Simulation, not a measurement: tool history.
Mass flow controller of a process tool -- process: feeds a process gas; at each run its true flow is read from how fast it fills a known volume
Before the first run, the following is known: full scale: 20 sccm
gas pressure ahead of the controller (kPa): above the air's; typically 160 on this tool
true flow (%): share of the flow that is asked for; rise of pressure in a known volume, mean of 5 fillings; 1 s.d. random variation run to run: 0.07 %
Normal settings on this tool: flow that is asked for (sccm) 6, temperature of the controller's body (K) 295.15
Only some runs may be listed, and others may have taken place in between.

run    hour  flow that is asked for (sccm)  gas pressure ahead of the controller (kPa)  temperature of the controller's body (K)  true flow (%)
  1       0                              6                                         160                                    295.15          98.31
  2   384.1                              6                                         160                                    295.15          98.25
  3   785.1                             11                                         160                                    295.15          98.76
  4  1179.1                             11                                         160                                    295.15          98.69
  5  1614.7                             11                                         160                                    295.15          98.49
  6  2040.5                             11                                         160                                    295.15          98.49
  7  2446.5                             11                                         160                                    295.15          98.42
  8  2666.6                             11                                         160                                    295.15          98.21
  9  3105.1                              6                                         160                                    295.15          97.62
 10  3354.4                              6                                         160                                    295.15          97.78
 11    3627                              6                                         160                                    295.15          97.52
 12  4040.6                              6                                         160                                    295.15          97.57
 13  4308.1                              6                                         180                                    295.15          97.28
 14  4663.8                              6                                         180                                    295.15          97.39
 15  4980.2                              6                                         180                                    295.15          97.08
 16  5200.3                              6                                         180                                    295.15          97.22
 17  5639.4                              6                                         160                                    308.15          98.35
 18  6060.6                              6                                         160                                    308.15          98.28
 19    6344                              6                                         160                                    308.15          98.32
 20  6707.6                              4                                         144                                    295.15          96.75
 21  6989.4                              3                                         182                                    304.15          97.36
 22  7373.9                              4                                         145                                    302.15          97.19
 23  7738.9                              4                                         145                                    302.15          97.34
 24  8122.7                             20                                         160                                    295.15          98.23
     8293.8  -- controller's zero set anew
 25  8389.5                              6                                         195                                    295.15          96.51
     8611.6  -- gauge calibrated
 26  8723.5                              6                                         158                                    295.15          98.27
 27  8909.7                             17                                         150                                    297.15           99.7
 28  9298.5                             17                                         150                                    297.15          99.56

Estimate the outcome of run 29 from the log above:
 29  9596.9                             17                                         150                                    297.15              ?

true flow (%): 99.6
Were there no unlogged condition in the tool, this run, its random variation unchanged, would have produced true flow (%) 99.82.

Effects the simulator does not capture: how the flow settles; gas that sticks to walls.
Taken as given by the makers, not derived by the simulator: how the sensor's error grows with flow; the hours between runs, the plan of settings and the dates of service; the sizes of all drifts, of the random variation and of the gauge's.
